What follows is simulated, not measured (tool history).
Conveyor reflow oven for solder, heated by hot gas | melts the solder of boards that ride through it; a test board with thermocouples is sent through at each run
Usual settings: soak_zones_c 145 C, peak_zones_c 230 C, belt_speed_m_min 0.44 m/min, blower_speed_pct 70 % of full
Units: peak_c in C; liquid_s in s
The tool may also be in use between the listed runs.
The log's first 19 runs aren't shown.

run	hour	soak_zones_c	peak_zones_c	belt_speed_m_min	blower_speed_pct	hours of work since the flux was cleaned out	hours of work since the belt drive was overhauled	hours of work since the thermocouples were changed	peak_c	liquid_s
20	1078.5	138	230	0.44	70	55	914	1088	216.5	59.5
21	1131.9	145	223	0.351	70	77	935	1110	216.2	82.7
22	1166.3	146	219	0.406	85	91	949	1124	212.7	67.6
23	1216.7	150	228	0.351	70	111	970	1145	222.4	90.7
24	1263.8	138	233	0.516	71	130	989	1164	212.8	49.3
25	1310.9	144	237	0.405	75	149	1008	1183	226	77.4
26	1364.6	144	237	0.405	75	171	1030	1205	226.5	77
27	1444.7	144	237	0.405	75	204	1063	1237	225.6	76.3
28	1479.6	149	237	0.371	75	218	1077	1252	229.7	90.2
29	1516.9	149	227	0.371	75	233	1092	1267	221.2	82.2
30	1591.9	145	230	0.419	54	264	1122	1297	214.8	65.2
31	1663.3	146	220	0.391	70	293	1151	1326	212.1	69

Forecast each of these 4 alternatives for the next run:
A	1724.3	160	232	0.391	61	317	1176	1351	?	?
B	1724.3	136	230	0.44	53	317	1176	1351	?	?
C	1724.3	148	230	0.44	70	317	1176	1351	?	?
D	1724.3	148	220	0.494	85	317	1176	1351	?	?

run	peak_c	liquid_s
A	222.9	86.1
B	209.9	51.8
C	217.3	66.6
D	208.4	50.9
Without the tool's hidden state the same runs would have given:
run	peak_c	liquid_s
A	219.6	82.8
B	207.2	48.4
C	214.5	63.7
D	205.9	48.3

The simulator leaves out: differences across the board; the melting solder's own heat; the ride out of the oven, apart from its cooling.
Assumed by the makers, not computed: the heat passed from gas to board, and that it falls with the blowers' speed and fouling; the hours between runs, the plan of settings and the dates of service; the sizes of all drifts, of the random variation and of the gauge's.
